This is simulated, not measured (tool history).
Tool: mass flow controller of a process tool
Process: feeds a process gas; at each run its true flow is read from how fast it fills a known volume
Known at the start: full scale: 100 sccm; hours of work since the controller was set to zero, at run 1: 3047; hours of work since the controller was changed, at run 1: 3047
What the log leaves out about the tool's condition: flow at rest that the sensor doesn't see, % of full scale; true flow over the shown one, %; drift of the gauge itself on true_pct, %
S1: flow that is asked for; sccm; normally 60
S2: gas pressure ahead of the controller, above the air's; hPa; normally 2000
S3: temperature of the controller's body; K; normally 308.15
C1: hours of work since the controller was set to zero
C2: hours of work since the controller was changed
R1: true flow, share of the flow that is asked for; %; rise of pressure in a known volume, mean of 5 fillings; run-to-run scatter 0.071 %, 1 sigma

Run 1, hour 0: usual settings; C1 3047; C2 3047. Result: R1 99.41 %.
Run 2, hour 536.9: usual settings but S2 2560 hPa; C1 3234; C2 3234. Result: R1 99.93 %.
Run 3, hour 907: usual settings but S2 2560 hPa; C1 3363; C2 3363. Result: R1 99.85 %.
Run 4, hour 1311.7: usual settings but S2 2560 hPa; C1 3504; C2 3504. Result: R1 99.98 %.
Run 5, hour 1827: usual settings but S2 2560 hPa; C1 3684; C2 3684. Result: R1 99.86 %.
Run 6, hour 2295.1: usual settings; C1 3847; C2 3847. Result: R1 99.66 %.
Run 7, hour 2710: usual settings; C1 3991; C2 3991. Result: R1 99.63 %.
Run 8, hour 3032.1: usual settings; C1 4103; C2 4103. Result: R1 99.59 %.
Run 9, hour 3427.2: usual settings but S3 306.15 K; C1 4241; C2 4241. Result: R1 99.57 %.
Run 10, hour 3685.1: usual settings but S2 1530 hPa, S3 306.15 K; C1 4331; C2 4331. Result: R1 99.29 %.
Run 11, hour 4012.2: usual settings but S2 1530 hPa, S3 306.15 K; C1 4445; C2 4445. Result: R1 99.07 %.
Run 12, hour 4475.2: usual settings; C1 4606; C2 4606. Result: R1 99.6 %.
Run 13, hour 4769.5: usual settings; C1 4709; C2 4709. Result: R1 99.52 %.
Run 14, hour 5161.2: usual settings; C1 4845; C2 4845. Result: R1 99.63 %.
Run 15, hour 5668.5: usual settings; C1 5022; C2 5022. Result: R1 99.61 %.
Run 16, hour 6012.3: usual settings; C1 5142; C2 5142. Result: R1 99.51 %.
Run 17, hour 6519.6: usual settings; C1 5318; C2 5318. Result: R1 99.58 %.
Run 18, hour 7043.8: usual settings; C1 5501; C2 5501. Result: R1 99.43 %.
Run 19, hour 7470.2: usual settings; C1 5650; C2 5650. Result: R1 99.63 %.
Run 20, hour 7821.4: usual settings; C1 5772; C2 5772. Result: R1 99.45 %.
Run 21, hour 8337.5: usual settings but S3 312.15 K; C1 5952; C2 5952. Result: R1 99.75 %.
Run 22, hour 8595.7: usual settings but S3 312.15 K; C1 6042; C2 6042. Result: R1 99.78 %.
Run 23, hour 9020.3: usual settings but S2 2100 hPa, S3 299.15 K; C1 6190; C2 6190. Result: R1 99.31 %.
Run 24, hour 9251.7: usual settings but S2 2100 hPa, S3 299.15 K; C1 6270; C2 6270. Result: R1 99.24 %.
Run 25, hour 9737.3: usual settings but S1 90 sccm; C1 6439; C2 6439. Result: R1 100.23 %.
Run 26, hour 10007.2: usual settings but S1 28 sccm, S3 312.15 K; C1 6533; C2 6533. Result: R1 99.03 %.
Run 27, hour 10264.4: usual settings but S1 10 sccm, S3 312.15 K; C1 6623; C2 6623. Result: R1 98.73 %.
Run 28, hour 10683.2: usual settings but S1 52 sccm, S2 1890 hPa; C1 6769; C2 6769. Result: R1 99.37 %.
Run 29, hour 10911.8: usual settings but S1 52 sccm, S2 1890 hPa; C1 6849; C2 6849. Result: R1 99.4 %.
Run 30, hour 11408.3: usual settings but S2 2550 hPa; C1 7022; C2 7022. Result: R1 99.84 %.
Run 31, hour 11740.9: usual settings but S3 311.15 K; C1 7137; C2 7137. Result: R1 99.61 %.
Run 32, hour 12014.6: usual settings but S3 311.15 K; C1 7233; C2 7233. Result: R1 99.72 %.
Run 33, hour 12324.2: usual settings but S3 311.15 K; C1 7341; C2 7341. Result: R1 99.65 %.
Run 34, hour 12659.1: usual settings but S3 311.15 K; C1 7457; C2 7457. Result: R1 99.69 %.
Run 35, hour 12949.6: usual settings but S3 311.15 K; C1 7558; C2 7558. Result: R1 99.74 %.
Run 36, hour 13237.3: usual settings but S3 311.15 K; C1 7659; C2 7659. Result: R1 99.71 %.
Run 37, hour 13535.4: usual settings but S2 2470 hPa, S3 306.15 K; C1 7763; C2 7763. Result: R1 99.78 %.
Run 38, hour 13803.4: usual settings but S1 61 sccm, S3 299.15 K; C1 7856; C2 7856. Result: R1 99.32 %.
Run 39, hour 14186: usual settings but S2 2040 hPa, S3 297.15 K; C1 7989; C2 7989. Result: R1 99.11 %.
Run 40, hour 14671.5: usual settings but S2 2040 hPa, S3 297.15 K; C1 8158; C2 8158. Result: R1 99.2 %.
Run 41, hour 14902.3: usual settings but S2 1640 hPa, S3 313.15 K; C1 8239; C2 8239. Result: R1 99.49 %.
Run 42, hour 15404.8: usual settings but S2 1640 hPa, S3 313.15 K; C1 8414; C2 8414. Result: R1 99.56 %.
Run 43, hour 15927.1: usual settings but S2 1480 hPa, S3 294.15 K; C1 8596; C2 8596. Result: R1 98.69 %.
At hour 16403.8: controller's zero set anew.
Run 44, hour 16442.2: usual settings but S2 1470 hPa, S3 301.15 K; C1 13; C2 8775. Result: R1 98.99 %.

Hidden state at the last listed run before each entry between runs and at the first one after, where it differs:
In the gap between runs 43 and 44: controller's zero set anew (hour 16403.8)
  flow at rest that the sensor doesn't see, % of full scale: -0.004 -> 0
